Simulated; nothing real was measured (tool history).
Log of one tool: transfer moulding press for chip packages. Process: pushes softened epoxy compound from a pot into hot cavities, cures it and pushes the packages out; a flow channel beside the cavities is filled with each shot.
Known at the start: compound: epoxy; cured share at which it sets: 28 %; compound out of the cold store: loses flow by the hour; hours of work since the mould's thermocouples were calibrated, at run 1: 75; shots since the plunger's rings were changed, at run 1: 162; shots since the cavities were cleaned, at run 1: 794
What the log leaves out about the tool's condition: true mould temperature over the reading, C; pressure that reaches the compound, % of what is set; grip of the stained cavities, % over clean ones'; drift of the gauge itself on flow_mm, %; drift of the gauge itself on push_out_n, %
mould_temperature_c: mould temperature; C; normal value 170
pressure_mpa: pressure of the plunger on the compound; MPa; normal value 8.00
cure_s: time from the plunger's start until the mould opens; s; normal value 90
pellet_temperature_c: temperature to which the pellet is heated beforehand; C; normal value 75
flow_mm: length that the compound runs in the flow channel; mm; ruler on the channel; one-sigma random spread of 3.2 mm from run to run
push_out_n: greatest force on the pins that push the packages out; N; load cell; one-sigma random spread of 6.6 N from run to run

run	hour	mould_temperature_c	pressure_mpa	cure_s	pellet_temperature_c	hours of work since the mould's thermocouples were calibrated	shots since the plunger's rings were changed	shots since the cavities were cleaned	incoming compound's hours out of the cold store	flow_mm	push_out_n
1	0.0	170	8.00	90	75	75	162	794	19.0	881	384
# hour 15.7: cavities cleaned with cleaning compound and waxed
2	15.7	170	8.00	90	75	82	291	0	21.3	874	454
3	36.5	170	8.00	90	75	91	481	190	13.4	895	454
4	49.0	170	8.00	90	75	97	596	305	10.9	903	457
5	67.0	170	8.00	90	75	106	760	469	26.1	846	448
6	84.2	170	8.00	90	75	114	917	626	40.2	805	430
# hour 92.1: cavities cleaned with cleaning compound and waxed, once more
7	102.5	170	8.00	90	75	121	1070	95	10.3	893	282
8	118.8	178	8.00	90	75	129	1218	243	45.0	768	270
9	131.3	178	8.00	90	75	135	1333	358	13.3	860	284
10	147.8	178	8.00	90	75	142	1484	509	31.4	806	300
11	166.6	178	8.00	90	75	151	1655	680	23.4	823	313
12	188.1	170	6.32	90	75	161	1851	876	24.7	738	386
# hour 194.6: cavities cleaned with cleaning compound and waxed
13	205.9	170	6.32	90	75	169	2000	103	8.5	777	300
14	219.1	170	8.00	90	75	175	2121	224	45.7	764	300
15	239.2	170	8.00	90	75	184	2304	407	37.8	788	353
16	253.6	163	6.04	83	75	191	2435	538	47.7	672	642
17	276.2	164	8.00	90	84	201	2641	744	18.3	851	550
# hour 296.3: cavities cleaned with cleaning compound and waxed
18	296.3	169	8.66	101	78	210	2811	0	22.7	860	236
19	316.5	166	8.66	101	78	220	2995	184	47.9	790	282
# hour 331.5: plunger's sealing rings changed
20	336.8	166	8.66	101	78	228	48	347	21.6	915	331
21	348.1	163	8.00	90	75	233	150	449	11.8	927	530
22	359.4	163	8.00	90	75	238	254	553	15.0	909	560
23	372.5	163	8.00	118	69	244	373	672	26.7	869	358
24	388.5	174	8.20	110	78	252	519	818	10.6	898	318
# hour 401.3: cavities cleaned with cleaning compound and waxed
25	411.3	170	7.53	90	79	262	714	91	24.1	821	278
26	425.7	170	8.89	119	75	268	845	222	32.4	870	263
27	438.3	178	9.61	80	84	274	960	337	25.6	915	286
28	452.8	170	8.00	109	77	281	1092	469	31.3	823	285
29	468.0	170	7.54	70	72	288	1231	608	35.1	786	636

Here are 4 independent what-if runs from the current tool condition. What would each one return?
A	486.3	173	6.91	96	75	297	1399	776	24.9	?	?
B	486.3	169	8.00	82	74	297	1399	776	32.5	?	?
C	486.3	165	8.00	96	67	297	1399	776	44.5	?	?
D	486.3	176	8.00	90	75	297	1399	776	28.7	?	?

run	flow_mm	push_out_n
A	773	326
B	816	456
C	789	437
D	813	303
With no hidden state in the tool, these same runs would have given:
run	flow_mm	push_out_n
A	796	227
B	840	329
C	812	314
D	837	206
